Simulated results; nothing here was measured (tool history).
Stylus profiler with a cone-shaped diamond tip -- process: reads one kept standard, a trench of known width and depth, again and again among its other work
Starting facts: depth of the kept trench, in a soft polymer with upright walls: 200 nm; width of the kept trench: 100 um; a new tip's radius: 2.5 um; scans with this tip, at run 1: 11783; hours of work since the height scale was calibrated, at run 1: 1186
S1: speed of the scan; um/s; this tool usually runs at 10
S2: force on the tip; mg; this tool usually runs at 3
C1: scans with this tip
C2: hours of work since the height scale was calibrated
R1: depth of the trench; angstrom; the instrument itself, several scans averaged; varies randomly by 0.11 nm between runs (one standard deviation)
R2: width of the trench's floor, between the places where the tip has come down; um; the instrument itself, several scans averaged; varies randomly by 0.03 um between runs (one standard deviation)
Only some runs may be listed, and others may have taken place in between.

| run | day | S1 | S2 | C1 | C2 | R1 | R2 |
|---|---|---|---|---|---|---|---|
| 1 | 0 | 10 | 3 | 11783 | 1186 | 2027.4 | 97.48 |
| 2 | 3.2 | 10 | 3 | 12157 | 1224 | 2025.3 | 97.44 |
| 3 | 5.371 | 10 | 3 | 12411 | 1249 | 2026.6 | 97.41 |
| 4 | 7.629 | 10 | 3 | 12675 | 1276 | 2027.3 | 97.43 |
| 5 | 12.096 | 10 | 3.79 | 13198 | 1328 | 2032.6 | 97.44 |
| 6 | 16.083 | 10 | 3.79 | 13664 | 1375 | 2029.8 | 97.4 |
| 7 | 19.65 | 10 | 3.79 | 14081 | 1417 | 2031.5 | 97.34 |
|  | 21.267 | new tip fitted, height scale calibrated |
| 8 | 22.55 | 10 | 1.4 | 150 | 15 | 2013.8 | 98.03 |
| 9 | 25.392 | 10 | 1.16 | 482 | 49 | 2009.9 | 97.95 |
| 10 | 29.558 | 10 | 1.16 | 970 | 98 | 2009.8 | 97.99 |
| 11 | 32.042 | 10 | 1.16 | 1260 | 127 | 2012 | 97.91 |
| 12 | 35.496 | 10 | 1.16 | 1664 | 167 | 2011.2 | 97.9 |
| 13 | 39.192 | 10 | 3 | 2096 | 211 | 2020.4 | 97.91 |
| 14 | 43.546 | 5 | 3 | 2606 | 262 | 2022 | 97.92 |
| 15 | 46.525 | 10 | 3 | 2954 | 297 | 2022.1 | 97.85 |
| 16 | 51.042 | 10 | 3 | 3483 | 350 | 2023.2 | 97.83 |
| 17 | 55.788 | 10 | 3 | 4038 | 406 | 2023.8 | 97.8 |
| 18 | 60.854 | 10 | 3 | 4630 | 466 | 2024.2 | 97.74 |
| 19 | 63.875 | 10 | 3 | 4984 | 502 | 2023.4 | 97.7 |
| 20 | 69.017 | 10 | 3 | 5585 | 562 | 2024.4 | 97.71 |
| 21 | 71.783 | 16 | 1.01 | 5909 | 595 | 2012.6 | 97.56 |
| 22 | 76.525 | 13 | 4.81 | 6464 | 650 | 2032.5 | 97.65 |
| 23 | 79.154 | 27 | 6.91 | 6771 | 681 | 2037.6 | 97.61 |
| 24 | 82.821 | 27 | 4.34 | 7200 | 725 | 2030.8 | 97.64 |
|  | 83.229 | height scale calibrated on a step standard |
| 25 | 85.842 | 27 | 4.34 | 7551 | 31 | 2030 | 97.57 |
| 26 | 90.158 | 27 | 4.34 | 8056 | 82 | 2029.7 | 97.58 |
| 27 | 93.171 | 10 | 2.84 | 8408 | 117 | 2024.5 | 97.55 |
| 28 | 96.517 | 3 | 1.66 | 8800 | 156 | 2019.7 | 97.62 |
| 29 | 100.783 | 3 | 1.66 | 9299 | 207 | 2019.2 | 97.64 |
|  | 101.858 | height scale calibrated on a step standard, once more |
| 30 | 105.183 | 3 | 1.66 | 9811 | 39 | 2013.7 | 97.55 |
| 31 | 109.429 | 10 | 1.52 | 10307 | 89 | 2012.2 | 97.47 |
| 32 | 114.279 | 10 | 1.52 | 10875 | 146 | 2012.8 | 97.52 |
| 33 | 118.504 | 3 | 5.15 | 11369 | 196 | 2030.6 | 97.56 |
| 34 | 121.496 | 8 | 3.98 | 11719 | 231 | 2025.7 | 97.5 |
| 35 | 126.129 | 8 | 2.17 | 12261 | 286 | 2019.5 | 97.48 |
| 36 | 129.862 | 22 | 2.17 | 12698 | 330 | 2017.8 | 97.32 |
| 37 | 134.517 | 3 | 7.54 | 13242 | 384 | 2038.7 | 97.47 |
| 38 | 136.942 | 17 | 7.54 | 13526 | 413 | 2039.1 | 97.41 |
| 39 | 141.321 | 17 | 7.54 | 14038 | 465 | 2040.6 | 97.33 |
|  | 143.233 | new tip fitted, height scale calibrated |
| 40 | 146.625 | 17 | 7.54 | 397 | 40 | 2036.1 | 97.86 |

Alternative continuations, all from the tool just after run 40; predict every row:
| A | 150.3 | 28 | 4.95 | 827 | 83 | ? | ? |
| B | 150.3 | 10 | 1.64 | 827 | 83 | ? | ? |
| C | 150.3 | 30 | 7.67 | 827 | 83 | ? | ? |

| run | R1 | R2 |
|---|---|---|
| A | 2028.3 | 97.86 |
| B | 2014.7 | 97.86 |
| C | 2037.8 | 97.82 |
With the hidden condition removed and each run's random variation left untouched, the same runs would have given:
| run | R1 | R2 |
|---|---|---|
| A | 2028.7 | 97.93 |
| B | 2015.1 | 97.93 |
| C | 2038.2 | 97.89 |
